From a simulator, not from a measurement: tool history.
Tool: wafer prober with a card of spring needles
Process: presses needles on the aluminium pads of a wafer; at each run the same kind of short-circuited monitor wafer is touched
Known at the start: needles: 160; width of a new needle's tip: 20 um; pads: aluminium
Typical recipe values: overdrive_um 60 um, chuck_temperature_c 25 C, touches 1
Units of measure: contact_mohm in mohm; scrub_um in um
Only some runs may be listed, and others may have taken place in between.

{"run": 1, "day": 0.0, "overdrive_um": 60, "chuck_temperature_c": 25, "touches": 1, "contact_mohm": 146, "scrub_um": 9.11}
{"day": 0.05, "done": "tips cleaned on abrasive film"}
{"day": 0.229, "done": "tips cleaned on abrasive film"}
{"day": 0.242, "done": "height of the first contact set anew"}
{"day": 0.467, "done": "tips cleaned on abrasive film"}
{"day": 0.692, "done": "tips cleaned on abrasive film"}
{"day": 0.875, "done": "tips cleaned on abrasive film"}
{"day": 1.1, "done": "tips cleaned on abrasive film"}
{"day": 1.325, "done": "tips cleaned on abrasive film"}
{"day": 1.55, "done": "tips cleaned on abrasive film"}
{"day": 1.775, "done": "tips cleaned on abrasive film"}
{"day": 2.0, "done": "tips cleaned on abrasive film"}
{"day": 2.225, "done": "tips cleaned on abrasive film"}
{"day": 2.45, "done": "tips cleaned on abrasive film"}
{"day": 2.675, "done": "tips cleaned on abrasive film"}
{"day": 2.9, "done": "tips cleaned on abrasive film"}
{"day": 3.125, "done": "tips cleaned on abrasive film"}
{"day": 3.346, "done": "tips cleaned on abrasive film"}
{"run": 2, "day": 3.346, "overdrive_um": 60, "chuck_temperature_c": 25, "touches": 1, "contact_mohm": 148, "scrub_um": 9.11}
{"day": 3.529, "done": "tips cleaned on abrasive film"}
{"day": 3.754, "done": "tips cleaned on abrasive film"}
{"day": 3.979, "done": "tips cleaned on abrasive film"}
{"day": 4.204, "done": "tips cleaned on abrasive film"}
{"day": 4.429, "done": "tips cleaned on abrasive film"}
{"day": 4.608, "done": "tips cleaned on abrasive film"}
{"day": 4.833, "done": "tips cleaned on abrasive film"}
{"day": 5.017, "done": "tips cleaned on abrasive film"}
{"day": 5.242, "done": "tips cleaned on abrasive film"}
{"day": 5.421, "done": "tips cleaned on abrasive film"}
{"day": 5.604, "done": "tips cleaned on abrasive film"}
{"run": 3, "day": 5.65, "overdrive_um": 60, "chuck_temperature_c": 25, "touches": 1, "contact_mohm": 149, "scrub_um": 9.14}
{"day": 5.788, "done": "tips cleaned on abrasive film"}
{"day": 5.971, "done": "tips cleaned on abrasive film"}
{"day": 6.196, "done": "tips cleaned on abrasive film"}
{"day": 6.421, "done": "tips cleaned on abrasive film"}
{"day": 6.562, "done": "height of the first contact set anew"}
{"day": 6.658, "done": "tips cleaned on abrasive film"}
{"day": 6.883, "done": "tips cleaned on abrasive film"}
{"day": 7.108, "done": "tips cleaned on abrasive film"}
{"day": 7.333, "done": "tips cleaned on abrasive film"}
{"day": 7.558, "done": "tips cleaned on abrasive film"}
{"day": 7.783, "done": "tips cleaned on abrasive film"}
{"run": 4, "day": 7.821, "overdrive_um": 60, "chuck_temperature_c": 25, "touches": 1, "contact_mohm": 147, "scrub_um": 9.04}
{"day": 8.004, "done": "tips cleaned on abrasive film"}
{"day": 8.183, "done": "tips cleaned on abrasive film"}
{"day": 8.367, "done": "tips cleaned on abrasive film"}
{"day": 8.546, "done": "tips cleaned on abrasive film"}
{"day": 8.771, "done": "tips cleaned on abrasive film"}
{"day": 8.954, "done": "tips cleaned on abrasive film"}
{"day": 9.133, "done": "tips cleaned on abrasive film"}
{"day": 9.317, "done": "tips cleaned on abrasive film"}
{"day": 9.496, "done": "tips cleaned on abrasive film"}
{"day": 9.675, "done": "tips cleaned on abrasive film"}
{"day": 9.858, "done": "tips cleaned on abrasive film"}
{"day": 10.083, "done": "tips cleaned on abrasive film"}
{"day": 10.262, "done": "tips cleaned on abrasive film"}
{"day": 10.446, "done": "tips cleaned on abrasive film"}
{"day": 10.625, "done": "tips cleaned on abrasive film"}
{"run": 5, "day": 10.679, "overdrive_um": 52, "chuck_temperature_c": 25, "touches": 1, "contact_mohm": 151, "scrub_um": 7.9}
{"day": 10.817, "done": "tips cleaned on abrasive film"}
{"day": 10.996, "done": "tips cleaned on abrasive film"}
{"day": 11.179, "done": "tips cleaned on abrasive film"}
{"day": 11.358, "done": "tips cleaned on abrasive film"}
{"day": 11.542, "done": "tips cleaned on abrasive film"}
{"day": 11.767, "done": "tips cleaned on abrasive film"}
{"day": 11.946, "done": "tips cleaned on abrasive film"}
{"day": 12.125, "done": "tips cleaned on abrasive film"}
{"day": 12.308, "done": "tips cleaned on abrasive film"}
{"day": 12.488, "done": "tips cleaned on abrasive film"}
{"day": 12.671, "done": "tips cleaned on abrasive film"}
{"day": 12.85, "done": "tips cleaned on abrasive film"}
{"day": 12.862, "done": "height of the first contact set anew"}
{"day": 13.088, "done": "tips cleaned on abrasive film"}
{"run": 6, "day": 13.204, "overdrive_um": 46, "chuck_temperature_c": 25, "touches": 1, "contact_mohm": 154, "scrub_um": 6.91}
{"day": 13.296, "done": "tips cleaned on abrasive film"}
{"day": 13.475, "done": "tips cleaned on abrasive film"}
{"day": 13.658, "done": "tips cleaned on abrasive film"}
{"day": 13.838, "done": "tips cleaned on abrasive film"}
{"day": 14.021, "done": "tips cleaned on abrasive film"}
{"day": 14.2, "done": "tips cleaned on abrasive film"}
{"day": 14.383, "done": "tips cleaned on abrasive film"}
{"day": 14.608, "done": "tips cleaned on abrasive film"}
{"day": 14.788, "done": "tips cleaned on abrasive film"}
{"day": 14.971, "done": "tips cleaned on abrasive film"}
{"day": 15.15, "done": "tips cleaned on abrasive film"}
{"day": 15.329, "done": "tips cleaned on abrasive film"}
{"day": 15.512, "done": "tips cleaned on abrasive film"}
{"run": 7, "day": 15.679, "overdrive_um": 46, "chuck_temperature_c": 25, "touches": 1, "contact_mohm": 153, "scrub_um": 6.97}
{"day": 15.729, "done": "tips cleaned on abrasive film"}
{"day": 15.908, "done": "tips cleaned on abrasive film"}
{"day": 16.092, "done": "tips cleaned on abrasive film"}
{"day": 16.317, "done": "tips cleaned on abrasive film"}
{"day": 16.496, "done": "tips cleaned on abrasive film"}
{"day": 16.679, "done": "tips cleaned on abrasive film"}
{"day": 16.858, "done": "tips cleaned on abrasive film"}
{"day": 17.083, "done": "tips cleaned on abrasive film"}
{"day": 17.267, "done": "tips cleaned on abrasive film"}
{"day": 17.446, "done": "tips cleaned on abrasive film"}
{"day": 17.629, "done": "tips cleaned on abrasive film"}
{"day": 17.808, "done": "tips cleaned on abrasive film"}
{"day": 18.033, "done": "tips cleaned on abrasive film"}
{"run": 8, "day": 18.188, "overdrive_um": 46, "chuck_temperature_c": 25, "touches": 1, "contact_mohm": 154, "scrub_um": 6.92}
{"day": 18.238, "done": "tips cleaned on abrasive film"}
{"day": 18.417, "done": "tips cleaned on abrasive film"}
{"day": 18.6, "done": "tips cleaned on abrasive film"}
{"day": 18.779, "done": "tips cleaned on abrasive film"}
{"day": 18.962, "done": "tips cleaned on abrasive film"}
{"day": 19.142, "done": "tips cleaned on abrasive film"}
{"day": 19.2, "done": "height of the first contact set anew"}
{"day": 19.338, "done": "tips cleaned on abrasive film"}
{"day": 19.562, "done": "tips cleaned on abrasive film"}
{"day": 19.742, "done": "tips cleaned on abrasive film"}
{"day": 19.921, "done": "tips cleaned on abrasive film"}
{"day": 20.104, "done": "tips cleaned on abrasive film"}
{"day": 20.283, "done": "tips cleaned on abrasive film"}
{"day": 20.467, "done": "tips cleaned on abrasive film"}
{"day": 20.646, "done": "tips cleaned on abrasive film"}
{"day": 20.829, "done": "tips cleaned on abrasive film"}
{"day": 21.008, "done": "tips cleaned on abrasive film"}
{"day": 21.192, "done": "tips cleaned on abrasive film"}
{"day": 21.417, "done": "tips cleaned on abrasive film"}
{"day": 21.596, "done": "tips cleaned on abrasive film"}
{"run": 9, "day": 21.642, "overdrive_um": 44, "chuck_temperature_c": 25, "touches": 1, "contact_mohm": 153, "scrub_um": 6.63}
{"day": 21.779, "done": "tips cleaned on abrasive film"}
{"day": 21.958, "done": "tips cleaned on abrasive film"}
{"day": 22.183, "done": "tips cleaned on abrasive film"}
{"day": 22.367, "done": "tips cleaned on abrasive film"}
{"day": 22.546, "done": "tips cleaned on abrasive film"}
{"day": 22.729, "done": "tips cleaned on abrasive film"}
{"day": 22.908, "done": "tips cleaned on abrasive film"}
{"day": 23.088, "done": "tips cleaned on abrasive film"}
{"run": 10, "day": 23.154, "overdrive_um": 44, "chuck_temperature_c": 37, "touches": 2, "contact_mohm": 156, "scrub_um": 6.64}
{"day": 23.292, "done": "tips cleaned on abrasive film"}
{"day": 23.792, "done": "card fitted with new needles"}
{"day": 23.975, "done": "tips cleaned on abrasive film"}
{"day": 24.154, "done": "tips cleaned on abrasive film"}
{"day": 24.338, "done": "tips cleaned on abrasive film"}
{"day": 24.517, "done": "tips cleaned on abrasive film"}
{"day": 24.696, "done": "tips cleaned on abrasive film"}
{"day": 24.879, "done": "tips cleaned on abrasive film"}
{"day": 25.058, "done": "tips cleaned on abrasive film"}
{"day": 25.242, "done": "tips cleaned on abrasive film"}
{"day": 25.467, "done": "tips cleaned on abrasive film"}
{"day": 25.646, "done": "tips cleaned on abrasive film"}
{"run": 11, "day": 25.788, "overdrive_um": 44, "chuck_temperature_c": 37, "touches": 2, "contact_mohm": 155, "scrub_um": 6.6}
{"day": 25.838, "done": "tips cleaned on abrasive film"}
{"day": 26.017, "done": "tips cleaned on abrasive film"}
{"day": 26.2, "done": "tips cleaned on abrasive film"}
{"day": 26.379, "done": "tips cleaned on abrasive film"}
{"day": 26.562, "done": "tips cleaned on abrasive film"}
{"day": 26.742, "done": "tips cleaned on abrasive film"}
{"day": 26.925, "done": "tips cleaned on abrasive film"}
{"day": 27.104, "done": "tips cleaned on abrasive film"}
{"day": 27.329, "done": "tips cleaned on abrasive film"}
{"run": 12, "day": 27.454, "overdrive_um": 68, "chuck_temperature_c": 78, "touches": 1, "contact_mohm": 155, "scrub_um": 10.2}
{"day": 27.546, "done": "tips cleaned on abrasive film"}
{"day": 27.771, "done": "tips cleaned on abrasive film"}
{"day": 27.996, "done": "tips cleaned on abrasive film"}
{"day": 28.221, "done": "tips cleaned on abrasive film"}
{"day": 28.404, "done": "tips cleaned on abrasive film"}
{"day": 28.583, "done": "tips cleaned on abrasive film"}
{"day": 28.767, "done": "tips cleaned on abrasive film"}
{"day": 28.992, "done": "tips cleaned on abrasive film"}
{"day": 29.171, "done": "tips cleaned on abrasive film"}
{"day": 29.354, "done": "tips cleaned on abrasive film"}
{"day": 29.579, "done": "tips cleaned on abrasive film"}
{"day": 29.758, "done": "tips cleaned on abrasive film"}
{"day": 29.938, "done": "tips cleaned on abrasive film"}
{"day": 30.121, "done": "tips cleaned on abrasive film"}
{"day": 30.133, "done": "height of the first contact set anew"}
{"run": 13, "day": 30.279, "overdrive_um": 68, "chuck_temperature_c": 78, "touches": 1, "contact_mohm": 156, "scrub_um": 10.21}
{"day": 30.329, "done": "tips cleaned on abrasive film"}
{"day": 30.508, "done": "tips cleaned on abrasive film"}
{"day": 30.688, "done": "tips cleaned on abrasive film"}
{"day": 30.871, "done": "tips cleaned on abrasive film"}
{"day": 31.096, "done": "tips cleaned on abrasive film"}
{"day": 31.275, "done": "tips cleaned on abrasive film"}
{"day": 31.458, "done": "tips cleaned on abrasive film"}
{"day": 31.638, "done": "tips cleaned on abrasive film"}
{"day": 31.821, "done": "tips cleaned on abrasive film"}
{"day": 32.046, "done": "tips cleaned on abrasive film"}
{"run": 14, "day": 32.079, "overdrive_um": 43, "chuck_temperature_c": 53, "touches": 1, "contact_mohm": 158, "scrub_um": 6.47}
{"day": 32.258, "done": "tips cleaned on abrasive film"}
{"day": 32.442, "done": "tips cleaned on abrasive film"}
{"day": 32.621, "done": "tips cleaned on abrasive film"}
{"day": 32.846, "done": "tips cleaned on abrasive film"}
{"day": 33.071, "done": "tips cleaned on abrasive film"}
{"day": 33.254, "done": "tips cleaned on abrasive film"}
{"day": 33.433, "done": "tips cleaned on abrasive film"}
{"run": 15, "day": 33.592, "overdrive_um": 70, "chuck_temperature_c": 56, "touches": 1, "contact_mohm": 153, "scrub_um": 10.47}

Here are 4 independent what-if runs from the current tool condition. What would each one return?
{"day": 33.638, "done": "tips cleaned on abrasive film"}
{"day": 33.821, "done": "tips cleaned on abrasive film"}
{"day": 34.046, "done": "tips cleaned on abrasive film"}
{"day": 34.225, "done": "tips cleaned on abrasive film"}
{"day": 34.404, "done": "tips cleaned on abrasive film"}
{"day": 34.588, "done": "tips cleaned on abrasive film"}
{"day": 34.767, "done": "tips cleaned on abrasive film"}
{"day": 34.95, "done": "tips cleaned on abrasive film"}
{"day": 35.129, "done": "tips cleaned on abrasive film"}
{"day": 35.312, "done": "tips cleaned on abrasive film"}
{"day": 35.492, "done": "tips cleaned on abrasive film"}
{"day": 35.675, "done": "tips cleaned on abrasive film"}
{"day": 35.854, "done": "tips cleaned on abrasive film"}
{"day": 36.033, "done": "tips cleaned on abrasive film"}
{"day": 36.262, "done": "tips cleaned on abrasive film"}
{"day": 36.442, "done": "tips cleaned on abrasive film"}
{"day": 36.454, "done": "height of the first contact set anew"}
{"day": 36.633, "done": "tips cleaned on abrasive film"}
{"run": "A", "day": 36.646, "overdrive_um": 54, "chuck_temperature_c": 25, "touches": 2, "contact_mohm": "?", "scrub_um": "?"}
{"day": 33.638, "done": "tips cleaned on abrasive film"}
{"day": 33.821, "done": "tips cleaned on abrasive film"}
{"day": 34.046, "done": "tips cleaned on abrasive film"}
{"day": 34.225, "done": "tips cleaned on abrasive film"}
{"day": 34.404, "done": "tips cleaned on abrasive film"}
{"day": 34.588, "done": "tips cleaned on abrasive film"}
{"day": 34.767, "done": "tips cleaned on abrasive film"}
{"day": 34.95, "done": "tips cleaned on abrasive film"}
{"day": 35.129, "done": "tips cleaned on abrasive film"}
{"day": 35.312, "done": "tips cleaned on abrasive film"}
{"day": 35.492, "done": "tips cleaned on abrasive film"}
{"day": 35.675, "done": "tips cleaned on abrasive film"}
{"day": 35.854, "done": "tips cleaned on abrasive film"}
{"day": 36.033, "done": "tips cleaned on abrasive film"}
{"day": 36.262, "done": "tips cleaned on abrasive film"}
{"day": 36.442, "done": "tips cleaned on abrasive film"}
{"day": 36.454, "done": "height of the first contact set anew"}
{"day": 36.633, "done": "tips cleaned on abrasive film"}
{"run": "B", "day": 36.646, "overdrive_um": 70, "chuck_temperature_c": 35, "touches": 3, "contact_mohm": "?", "scrub_um": "?"}
{"day": 33.638, "done": "tips cleaned on abrasive film"}
{"day": 33.821, "done": "tips cleaned on abrasive film"}
{"day": 34.046, "done": "tips cleaned on abrasive film"}
{"day": 34.225, "done": "tips cleaned on abrasive film"}
{"day": 34.404, "done": "tips cleaned on abrasive film"}
{"day": 34.588, "done": "tips cleaned on abrasive film"}
{"day": 34.767, "done": "tips cleaned on abrasive film"}
{"day": 34.95, "done": "tips cleaned on abrasive film"}
{"day": 35.129, "done": "tips cleaned on abrasive film"}
{"day": 35.312, "done": "tips cleaned on abrasive film"}
{"day": 35.492, "done": "tips cleaned on abrasive film"}
{"day": 35.675, "done": "tips cleaned on abrasive film"}
{"day": 35.854, "done": "tips cleaned on abrasive film"}
{"day": 36.033, "done": "tips cleaned on abrasive film"}
{"day": 36.262, "done": "tips cleaned on abrasive film"}
{"day": 36.442, "done": "tips cleaned on abrasive film"}
{"day": 36.454, "done": "height of the first contact set anew"}
{"day": 36.633, "done": "tips cleaned on abrasive film"}
{"run": "C", "day": 36.646, "overdrive_um": 57, "chuck_temperature_c": 56, "touches": 2, "contact_mohm": "?", "scrub_um": "?"}
{"day": 33.638, "done": "tips cleaned on abrasive film"}
{"day": 33.821, "done": "tips cleaned on abrasive film"}
{"day": 34.046, "done": "tips cleaned on abrasive film"}
{"day": 34.225, "done": "tips cleaned on abrasive film"}
{"day": 34.404, "done": "tips cleaned on abrasive film"}
{"day": 34.588, "done": "tips cleaned on abrasive film"}
{"day": 34.767, "done": "tips cleaned on abrasive film"}
{"day": 34.95, "done": "tips cleaned on abrasive film"}
{"day": 35.129, "done": "tips cleaned on abrasive film"}
{"day": 35.312, "done": "tips cleaned on abrasive film"}
{"day": 35.492, "done": "tips cleaned on abrasive film"}
{"day": 35.675, "done": "tips cleaned on abrasive film"}
{"day": 35.854, "done": "tips cleaned on abrasive film"}
{"day": 36.033, "done": "tips cleaned on abrasive film"}
{"day": 36.262, "done": "tips cleaned on abrasive film"}
{"day": 36.442, "done": "tips cleaned on abrasive film"}
{"day": 36.454, "done": "height of the first contact set anew"}
{"day": 36.633, "done": "tips cleaned on abrasive film"}
{"run": "D", "day": 36.646, "overdrive_um": 66, "chuck_temperature_c": 25, "touches": 2, "contact_mohm": "?", "scrub_um": "?"}

run=A contact_mohm=150 scrub_um=8.16
run=B contact_mohm=149 scrub_um=10.49
run=C contact_mohm=155 scrub_um=8.51
run=D contact_mohm=145 scrub_um=9.93
Take away the tool's hidden state, keep each run's random variation, and the runs would have read:
run=A contact_mohm=150 scrub_um=8.24
run=B contact_mohm=149 scrub_um=10.59
run=C contact_mohm=154 scrub_um=8.60
run=D contact_mohm=145 scrub_um=10.03

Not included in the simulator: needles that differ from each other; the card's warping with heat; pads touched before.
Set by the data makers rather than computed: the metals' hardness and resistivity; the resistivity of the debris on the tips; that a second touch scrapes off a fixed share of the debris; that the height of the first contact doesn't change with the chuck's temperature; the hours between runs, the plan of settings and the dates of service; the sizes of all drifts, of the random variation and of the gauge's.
